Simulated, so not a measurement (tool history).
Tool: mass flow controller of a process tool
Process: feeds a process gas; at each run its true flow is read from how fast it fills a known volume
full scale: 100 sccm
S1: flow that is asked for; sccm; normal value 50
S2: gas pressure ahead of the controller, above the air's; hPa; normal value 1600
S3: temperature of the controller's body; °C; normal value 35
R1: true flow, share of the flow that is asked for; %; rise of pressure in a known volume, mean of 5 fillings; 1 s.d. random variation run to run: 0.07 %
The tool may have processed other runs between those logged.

Run 1, hour 0.0: usual settings. Result: R1 98.26 %.
Run 2, hour 143.6: usual settings. Result: R1 98.17 %.
Run 3, hour 243.6: usual settings but S1 40 sccm. Result: R1 98.14 %.
Run 4, hour 331.7: usual settings but S1 40 sccm. Result: R1 98.18 %.
Run 5, hour 487.7: usual settings but S1 40 sccm. Result: R1 98.18 %.
Run 6, hour 589.6: usual settings but S1 40 sccm. Result: R1 98.20 %.
Run 7, hour 765.4: usual settings but S1 40 sccm. Result: R1 98.33 %.
Run 8, hour 914.2: usual settings. Result: R1 98.68 %.
Run 9, hour 1001.3: usual settings but S3 25 °C. Result: R1 99.53 %.
Run 10, hour 1084.1: usual settings but S3 25 °C. Result: R1 99.50 %.
Run 11, hour 1178.6: usual settings but S3 25 °C. Result: R1 99.45 %.
Run 12, hour 1294.0: usual settings but S3 25 °C. Result: R1 99.45 %.
Run 13, hour 1446.2: usual settings but S3 25 °C. Result: R1 99.63 %.
Run 14, hour 1602.9: usual settings but S1 39 sccm. Result: R1 98.72 %.
Run 15, hour 1680.7: usual settings but S1 39 sccm. Result: R1 98.77 %.
Run 16, hour 1765.3: usual settings but S1 39 sccm. Result: R1 98.85 %.
Run 17, hour 1896.8: usual settings. Result: R1 99.18 %.
Run 18, hour 1968.6: usual settings. Result: R1 99.27 %.
Run 19, hour 2107.4: usual settings. Result: R1 99.16 %.
Run 20, hour 2264.6: usual settings but S1 30 sccm, S2 1920 hPa, S3 24 °C. Result: R1 99.70 %.
Run 21, hour 2374.4: usual settings but S1 30 sccm, S2 1920 hPa, S3 24 °C. Result: R1 99.76 %.
Run 22, hour 2487.9: usual settings but S1 30 sccm, S2 1920 hPa, S3 24 °C. Result: R1 99.89 %.
Run 23, hour 2647.1: usual settings but S1 60 sccm, S2 1920 hPa, S3 24 °C. Result: R1 100.51 %.
Run 24, hour 2730.8: usual settings but S2 1440 hPa, S3 29 °C. Result: R1 100.02 %.
Run 25, hour 2873.3: usual settings but S1 38 sccm, S2 1440 hPa, S3 30 °C. Result: R1 99.79 %.
Run 26, hour 3016.7: usual settings but S2 2780 hPa, S3 33 °C. Result: R1 100.36 %.
Run 27, hour 3122.9: usual settings but S2 2780 hPa, S3 30 °C. Result: R1 100.63 %.
Run 28, hour 3235.9: usual settings but S1 12 sccm, S2 1990 hPa, S3 30 °C. Result: R1 99.60 %.
Run 29, hour 3308.7: usual settings but S1 31 sccm, S3 23 °C. Result: R1 100.31 %.
Run 30, hour 3403.8: usual settings but S2 2340 hPa, S3 23 °C. Result: R1 100.95 %.
Run 31, hour 3536.9: usual settings but S2 2340 hPa, S3 23 °C. Result: R1 101.08 %.
Run 32, hour 3700.2: usual settings but S2 2340 hPa, S3 23 °C. Result: R1 101.21 %.
Run 33, hour 3806.2: usual settings but S1 32 sccm, S2 1440 hPa, S3 28 °C. Result: R1 100.29 %.
Run 34, hour 3879.8: usual settings but S1 59 sccm. Result: R1 100.47 %.
Run 35, hour 3997.8: usual settings but S1 59 sccm. Result: R1 100.64 %.

Run by run, hidden condition taken away, random variation retained:
What the log doesn't record here: flow at rest that the sensor doesn't see, % of full scale; true flow over the shown one, %; drift of the gauge itself on true_pct, %.
run     R1
  1  98.26
  2  98.09
  3  98.01
  4  98.00
  5  97.93
  6  97.89
  7  97.93
  8  98.20
  9  99.01
 10  98.93
 11  98.83
 12  98.77
 13  98.87
 14  97.88
 15  97.89
 16  97.93
 17  98.19
 18  98.24
 19  98.06
 20  98.51
 21  98.51
 22  98.58
 23  99.11
 24  98.59
 25  98.29
 26  98.78
 27  98.98
 28  97.91
 29  98.58
 30  99.16
 31  99.21
 32  99.26
 33  98.30
 34  98.44
 35  98.54

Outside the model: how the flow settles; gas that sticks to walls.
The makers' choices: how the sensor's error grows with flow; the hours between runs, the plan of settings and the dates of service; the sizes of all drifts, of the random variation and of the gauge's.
